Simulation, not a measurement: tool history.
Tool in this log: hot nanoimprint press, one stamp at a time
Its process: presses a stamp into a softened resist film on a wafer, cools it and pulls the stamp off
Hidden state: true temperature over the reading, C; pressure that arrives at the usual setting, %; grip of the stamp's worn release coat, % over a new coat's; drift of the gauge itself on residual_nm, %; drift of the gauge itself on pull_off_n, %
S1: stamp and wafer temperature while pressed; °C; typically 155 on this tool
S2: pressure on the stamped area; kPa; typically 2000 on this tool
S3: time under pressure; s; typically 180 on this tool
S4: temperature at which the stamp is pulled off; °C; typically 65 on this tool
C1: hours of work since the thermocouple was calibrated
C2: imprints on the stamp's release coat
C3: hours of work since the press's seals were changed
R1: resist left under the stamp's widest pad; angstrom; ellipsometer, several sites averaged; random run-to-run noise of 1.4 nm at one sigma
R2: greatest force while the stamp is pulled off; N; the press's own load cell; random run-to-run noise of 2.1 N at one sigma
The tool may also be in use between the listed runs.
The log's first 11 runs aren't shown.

run   hour   S1    S2   S3  S4   C1   C2   C3    R1   R2
 12  271.8  155  2000  180  65   32  170  172  2370  156
 13  285.9  155  2000  180  65   38  212  178  2389  154
 14  301.4  155  2000  180  65   45  257  185  2361  158
 15  319.6  155  2000  180  65   54  311  194  2397  158
 16  343.4  158  3120  196  72   64  381  204  1698  150
     361.4  -- plate thermocouple calibrated, once more
 17  374.3  159  2910  180  63    6  464  217  1580  162
 18  401.7  159  2910  180  63   18  545  230  1602  164
 19  424.5  159  2910  180  63   29  612  240  1619  166
 20  450.7  155  2910  180  63   41  689  252  1945  169
     488.1  -- stamp cleaned and given a new release coat
 21  489.5  150  2000  180  70   56    4  267  2707  139
 22  503.6  145  2300   97  68   62   46  274  3390  144
 23  525.1  155  2000  162  65   72  109  283  2315  151
 24  552.0  166  2000  162  51   84  188  296  1494  175
 25  576.2  166  2000  162  51   95  260  307  1512  177
 26  603.9  149  2330  162  51  108  341  319  2781  178
 27  638.3  149  2330  162  51  124  443  335  2781  180
 28  658.2  149  2330  162  51  133  502  344  2797  184
 29  691.7  149  2330  162  51  148  601  360  2809  192
 30  709.4  166  1760  310  71  156  653  368  1259  152

Alternative continuations, all from the tool just after run 30; predict every row:
  A  737.4  166  1750  310  61  169  735  380   ?   ?
  B  737.4  155  2190  101  65  169  735  380   ?   ?
  C  737.4  155  2590  170  59  169  735  380   ?   ?
  D  737.4  155  1440  180  65  169  735  380   ?   ?

run    R1   R2
  A  1249  173
  B  2642  170
  C  2105  172
  D  2603  169
With the hidden condition removed and each run's random variation left untouched, the same runs would have given:
run    R1   R2
  A  1192  153
  B  2546  150
  C  2005  152
  D  2517  149
